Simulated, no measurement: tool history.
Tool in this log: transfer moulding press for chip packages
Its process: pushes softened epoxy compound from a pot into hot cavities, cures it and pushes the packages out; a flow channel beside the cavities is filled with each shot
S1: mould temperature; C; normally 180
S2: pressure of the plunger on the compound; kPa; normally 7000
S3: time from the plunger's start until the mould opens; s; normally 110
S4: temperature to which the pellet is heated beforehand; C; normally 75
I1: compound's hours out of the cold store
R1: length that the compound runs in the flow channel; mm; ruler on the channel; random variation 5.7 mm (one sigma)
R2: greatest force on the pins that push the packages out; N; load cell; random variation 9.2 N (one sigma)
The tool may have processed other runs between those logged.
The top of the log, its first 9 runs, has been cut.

{"run": 10, "hour": 68.6, "S1": 180, "S2": 7000, "S3": 110, "S4": 75, "I1": 30.9, "R1": 810, "R2": 421}
{"run": 11, "hour": 77.2, "S1": 180, "S2": 7000, "S3": 110, "S4": 75, "I1": 42.2, "R1": 761, "R2": 426}
{"run": 12, "hour": 83.0, "S1": 180, "S2": 7000, "S3": 110, "S4": 75, "I1": 39.2, "R1": 775, "R2": 410}
{"run": 13, "hour": 87.6, "S1": 180, "S2": 7000, "S3": 110, "S4": 75, "I1": 46.3, "R1": 751, "R2": 407}
{"hour": 98.3, "done": "cavities cleaned with cleaning compound and waxed"}
{"run": 14, "hour": 98.3, "S1": 180, "S2": 7000, "S3": 110, "S4": 75, "I1": 36.3, "R1": 786, "R2": 417}
{"run": 15, "hour": 105.8, "S1": 180, "S2": 7000, "S3": 110, "S4": 75, "I1": 31.9, "R1": 788, "R2": 389}
{"run": 16, "hour": 111.0, "S1": 175, "S2": 8300, "S3": 129, "S4": 74, "I1": 28.4, "R1": 903, "R2": 416}
{"run": 17, "hour": 116.0, "S1": 183, "S2": 6810, "S3": 114, "S4": 75, "I1": 37, "R1": 764, "R2": 354}
{"run": 18, "hour": 120.9, "S1": 175, "S2": 6810, "S3": 139, "S4": 69, "I1": 37.8, "R1": 782, "R2": 367}
{"run": 19, "hour": 127.8, "S1": 175, "S2": 6810, "S3": 139, "S4": 69, "I1": 37.5, "R1": 792, "R2": 386}
{"run": 20, "hour": 136.5, "S1": 175, "S2": 6810, "S3": 139, "S4": 69, "I1": 47.2, "R1": 736, "R2": 387}
{"run": 21, "hour": 142.9, "S1": 175, "S2": 6810, "S3": 139, "S4": 69, "I1": 8.4, "R1": 915, "R2": 408}
{"run": 22, "hour": 147.7, "S1": 174, "S2": 6950, "S3": 117, "S4": 69, "I1": 46.9, "R1": 753, "R2": 509}
{"run": 23, "hour": 152.1, "S1": 174, "S2": 6950, "S3": 117, "S4": 69, "I1": 46.8, "R1": 757, "R2": 513}
{"run": 24, "hour": 156.1, "S1": 174, "S2": 7960, "S3": 119, "S4": 79, "I1": 30.4, "R1": 888, "R2": 514}
{"run": 25, "hour": 161.0, "S1": 186, "S2": 7660, "S3": 141, "S4": 79, "I1": 16.7, "R1": 886, "R2": 322}
{"run": 26, "hour": 165.7, "S1": 172, "S2": 7000, "S3": 110, "S4": 81, "I1": 45.3, "R1": 777, "R2": 662}
{"hour": 168.0, "done": "cavities cleaned with cleaning compound and waxed"}
{"run": 27, "hour": 174.7, "S1": 181, "S2": 7000, "S3": 110, "S4": 81, "I1": 44.1, "R1": 756, "R2": 374}
{"run": 28, "hour": 183.0, "S1": 180, "S2": 7000, "S3": 99, "S4": 75, "I1": 17, "R1": 856, "R2": 522}
{"run": 29, "hour": 192.0, "S1": 174, "S2": 7000, "S3": 99, "S4": 75, "I1": 41.8, "R1": 778, "R2": 706}
{"run": 30, "hour": 198.8, "S1": 177, "S2": 7820, "S3": 95, "S4": 70, "I1": 39.9, "R1": 817, "R2": 653}

Forecast each of these 3 alternatives for the next run:
{"run": "A", "hour": 204.5, "S1": 180, "S2": 6560, "S3": 98, "S4": 74, "I1": 42.5, "R1": "?", "R2": "?"}
{"run": "B", "hour": 204.5, "S1": 177, "S2": 5230, "S3": 95, "S4": 75, "I1": 8, "R1": "?", "R2": "?"}
{"run": "C", "hour": 204.5, "S1": 182, "S2": 7000, "S3": 97, "S4": 73, "I1": 35.6, "R1": "?", "R2": "?"}

run=A R1=728 R2=482
run=B R1=796 R2=714
run=C R1=775 R2=452
Had the tool no hidden state, the same runs would have come out as:
run=A R1=728 R2=476
run=B R1=797 R2=705
run=C R1=776 R2=446
